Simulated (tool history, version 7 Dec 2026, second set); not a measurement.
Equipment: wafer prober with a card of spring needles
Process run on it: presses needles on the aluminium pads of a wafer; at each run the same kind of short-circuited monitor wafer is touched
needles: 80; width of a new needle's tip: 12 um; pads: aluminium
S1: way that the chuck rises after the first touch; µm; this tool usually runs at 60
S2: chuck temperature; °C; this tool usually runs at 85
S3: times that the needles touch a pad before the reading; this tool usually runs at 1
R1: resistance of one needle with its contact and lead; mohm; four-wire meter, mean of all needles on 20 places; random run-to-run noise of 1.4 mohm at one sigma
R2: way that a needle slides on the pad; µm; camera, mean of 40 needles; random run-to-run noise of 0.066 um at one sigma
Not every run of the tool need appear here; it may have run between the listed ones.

| run | day | S1 | S2 | S3 | R1 | R2 |
|---|---|---|---|---|---|---|
| 1 | 0 | 60 | 85 | 1 | 127 | 15.99 |
| 2 | 0.942 | 60 | 85 | 2 | 127 | 15.9 |
| 3 | 2.258 | 60 | 85 | 1 | 126 | 16.02 |
| 4 | 3.171 | 60 | 85 | 1 | 124 | 15.94 |
| 5 | 4.892 | 60 | 85 | 1 | 126 | 15.85 |
| 6 | 6.025 | 60 | 57 | 1 | 123 | 15.9 |
| 7 | 7.625 | 60 | 57 | 1 | 120 | 15.99 |
| 8 | 9.217 | 61 | 85 | 1 | 126 | 16.26 |
| 9 | 10.462 | 60 | 52 | 1 | 120 | 15.91 |
| 10 | 12.167 | 68 | 85 | 1 | 124 | 18.05 |
| 11 | 13.392 | 68 | 85 | 1 | 124 | 17.93 |
| 12 | 15.083 | 51 | 85 | 1 | 131 | 13.55 |
| 13 | 16.1 | 51 | 85 | 1 | 133 | 13.59 |
| 14 | 16.996 | 51 | 77 | 1 | 128 | 13.5 |
| 15 | 18.538 | 51 | 77 | 1 | 128 | 13.52 |
| 16 | 20.15 | 60 | 95 | 1 | 127 | 15.91 |
| 17 | 21.025 | 60 | 95 | 1 | 129 | 16 |
| 18 | 22.729 | 60 | 95 | 1 | 128 | 15.93 |
| 19 | 24.325 | 47 | 85 | 1 | 130 | 12.53 |
| 20 | 25.883 | 47 | 85 | 1 | 134 | 12.46 |
| 21 | 27.533 | 62 | 85 | 1 | 128 | 16.43 |
| 22 | 29.179 | 40 | 85 | 1 | 136 | 10.55 |
| 23 | 30.4 | 40 | 85 | 1 | 135 | 10.64 |
| 24 | 31.667 | 40 | 85 | 1 | 136 | 10.66 |

Removed from this log: 63 entries logged between the listed runs. Between which two listed runs does each belong, and how does the tool's hidden state at the listed run before it compare with that at the listed run after it?
Run 1 -> run 2: tips cleaned on abrasive film (day 0.233); tips cleaned on abrasive film (day 0.738)
  debris on the tips, nm: 0.3 -> 0.2
Run 2 -> run 3: tips cleaned on abrasive film (day 1.258); tips cleaned on abrasive film (day 1.804)
  debris on the tips, nm: 0.2 -> 0.3
Run 3 -> run 4: tips cleaned on abrasive film (day 2.375); tips cleaned on abrasive film (day 2.896)
  debris on the tips, nm: 0.3 -> 0.2
Run 4 -> run 5: tips cleaned on abrasive film (day 3.392); tips cleaned on abrasive film (day 3.958); tips cleaned on abrasive film (day 4.425); tips cleaned on abrasive film (day 4.892)
  debris on the tips, nm: 0.2 -> 0
Run 5 -> run 6: tips cleaned on abrasive film (day 5.354); tips cleaned on abrasive film (day 5.9)
  debris on the tips, nm: 0 -> 0.2
Run 6 -> run 7: tips cleaned on abrasive film (day 6.425); tips cleaned on abrasive film (day 6.925); tips cleaned on abrasive film (day 7.442)
  tips' diameter, um: 12 -> 12.01
Run 7 -> run 8: tips cleaned on abrasive film (day 7.917); tips cleaned on abrasive film (day 8.379); tips cleaned on abrasive film (day 8.925)
  no difference in the tool's unlogged condition between these two runs
Run 8 -> run 9: tips cleaned on abrasive film (day 9.408); tips cleaned on abrasive film (day 9.962); tips cleaned on abrasive film (day 10.462)
  debris on the tips, nm: 0.2 -> 0
Run 9 -> run 10: tips cleaned on abrasive film (day 10.958); tips cleaned on abrasive film (day 11.471); tips cleaned on abrasive film (day 12.008)
  debris on the tips, nm: 0 -> 0.2
Run 10 -> run 11: tips cleaned on abrasive film (day 12.5); tips cleaned on abrasive film (day 13.05)
  debris on the tips, nm: 0.2 -> 0.3
Run 11 -> run 12: tips cleaned on abrasive film (day 13.567); tips cleaned on abrasive film (day 14.062); tips cleaned on abrasive film (day 14.6); tips cleaned on abrasive film (day 15.083)
  debris on the tips, nm: 0.3 -> 0
Run 12 -> run 13: height of the first contact set anew (day 15.292); tips cleaned on abrasive film (day 15.617); tips cleaned on abrasive film (day 16.1)
  no difference in the tool's unlogged condition between these two runs
Run 13 -> run 14: tips cleaned on abrasive film (day 16.658)
  debris on the tips, nm: 0 -> 0.3
Run 14 -> run 15: tips cleaned on abrasive film (day 17.15); tips cleaned on abrasive film (day 17.65); tips cleaned on abrasive film (day 18.175)
  no difference in the tool's unlogged condition between these two runs
Run 15 -> run 16: tips cleaned on abrasive film (day 18.75); tips cleaned on abrasive film (day 19.304); tips cleaned on abrasive film (day 19.821)
  no difference in the tool's unlogged condition between these two runs
Run 16 -> run 17: tips cleaned on abrasive film (day 20.342); tips cleaned on abrasive film (day 20.875)
  debris on the tips, nm: 0.3 -> 0.2
Run 17 -> run 18: tips cleaned on abrasive film (day 21.425); tips cleaned on abrasive film (day 21.904); tips cleaned on abrasive film (day 22.446)
  no difference in the tool's unlogged condition between these two runs
Run 18 -> run 19: tips cleaned on abrasive film (day 22.921); tips cleaned on abrasive film (day 23.458); tips cleaned on abrasive film (day 23.983)
  debris on the tips, nm: 0.2 -> 0.3
Run 19 -> run 20: tips cleaned on abrasive film (day 24.558); tips cleaned on abrasive film (day 25.129); tips cleaned on abrasive film (day 25.65)
  debris on the tips, nm: 0.3 -> 0.2
Run 20 -> run 21: tips cleaned on abrasive film (day 26.212); tips cleaned on abrasive film (day 26.775); tips cleaned on abrasive film (day 27.271)
  no difference in the tool's unlogged condition between these two runs
Run 21 -> run 22: tips cleaned on abrasive film (day 27.842); tips cleaned on abrasive film (day 28.371); tips cleaned on abrasive film (day 28.9)
  no difference in the tool's unlogged condition between these two runs
Run 22 -> run 23: tips cleaned on abrasive film (day 29.388); tips cleaned on abrasive film (day 29.929); tips cleaned on abrasive film (day 30.4)
  debris on the tips, nm: 0.2 -> 0
Run 23 -> run 24: tips cleaned on abrasive film (day 30.879); height of the first contact set anew (day 31.254); tips cleaned on abrasive film (day 31.371)
  debris on the tips, nm: 0 -> 0.3

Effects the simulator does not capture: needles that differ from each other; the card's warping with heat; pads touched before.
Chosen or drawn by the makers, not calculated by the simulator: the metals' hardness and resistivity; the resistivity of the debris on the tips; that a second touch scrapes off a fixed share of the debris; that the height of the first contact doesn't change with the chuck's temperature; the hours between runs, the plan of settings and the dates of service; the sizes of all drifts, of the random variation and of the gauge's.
